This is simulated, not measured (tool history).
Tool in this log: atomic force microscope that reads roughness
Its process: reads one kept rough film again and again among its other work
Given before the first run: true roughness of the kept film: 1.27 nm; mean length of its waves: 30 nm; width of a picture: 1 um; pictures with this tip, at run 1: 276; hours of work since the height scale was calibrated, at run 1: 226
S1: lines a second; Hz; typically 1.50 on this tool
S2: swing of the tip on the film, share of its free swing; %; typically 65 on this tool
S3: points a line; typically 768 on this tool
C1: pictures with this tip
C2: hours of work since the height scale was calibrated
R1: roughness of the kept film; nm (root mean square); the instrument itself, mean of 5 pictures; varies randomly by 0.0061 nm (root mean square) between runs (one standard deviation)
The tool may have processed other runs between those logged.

run,hour,S1,S2,S3,C1,C2,R1
1,0.0,1.50,65,768,276,226,1.154
2,9.8,1.50,65,768,287,232,1.145
3,18.5,1.50,60,768,296,237,1.167
4,23.8,1.50,60,768,302,240,1.179
# hour 34.0: new tip fitted
5,35.1,1.50,84,768,1,247,1.107
6,44.6,1.50,84,768,11,252,1.117
7,49.6,1.50,84,768,17,255,1.112
8,57.9,1.50,65,768,26,260,1.171
9,67.9,1.50,65,284,37,266,1.151
10,79.5,1.50,65,284,49,273,1.155
11,85.8,1.50,65,768,56,277,1.163
12,90.4,1.50,65,768,61,280,1.162
13,100.7,1.50,65,768,72,286,1.166
14,107.8,1.50,65,768,80,290,1.162
15,112.5,1.50,65,853,85,293,1.162
16,120.7,1.50,65,853,94,298,1.159
17,126.3,1.50,65,853,100,301,1.156
18,134.3,1.50,65,768,109,306,1.153
19,145.0,1.50,65,768,121,313,1.172
20,150.0,1.50,65,768,126,316,1.164
21,160.7,1.50,65,364,138,322,1.149
22,170.8,1.50,65,364,149,328,1.146
23,176.8,1.50,65,364,155,332,1.161
24,188.0,1.50,65,768,168,338,1.164
25,193.4,1.50,65,768,173,342,1.169
26,202.7,1.50,65,768,184,347,1.160
27,214.4,1.50,65,768,196,354,1.144
28,220.5,1.49,65,631,203,358,1.164
29,229.8,1.49,65,631,213,364,1.156
30,236.9,3.31,59,999,221,368,1.155
31,247.5,1.52,90,768,233,374,1.085
32,258.1,0.85,60,648,244,381,1.187
33,268.4,0.85,60,648,255,387,1.177
34,279.2,0.85,60,648,267,393,1.174
35,289.6,1.78,56,448,278,399,1.163
36,299.5,2.98,65,560,289,405,1.123
37,306.1,1.37,72,615,296,409,1.152
38,316.4,1.37,72,615,308,415,1.145

What will run 39 give?
# hour 321.6: new tip fitted
39,327.8,3.38,85,376,7,422,?

{"run 39": {"R1": 0.997}}
Minus the tool's unlogged condition, the same run would have read R1 0.998 nm (root mean square).
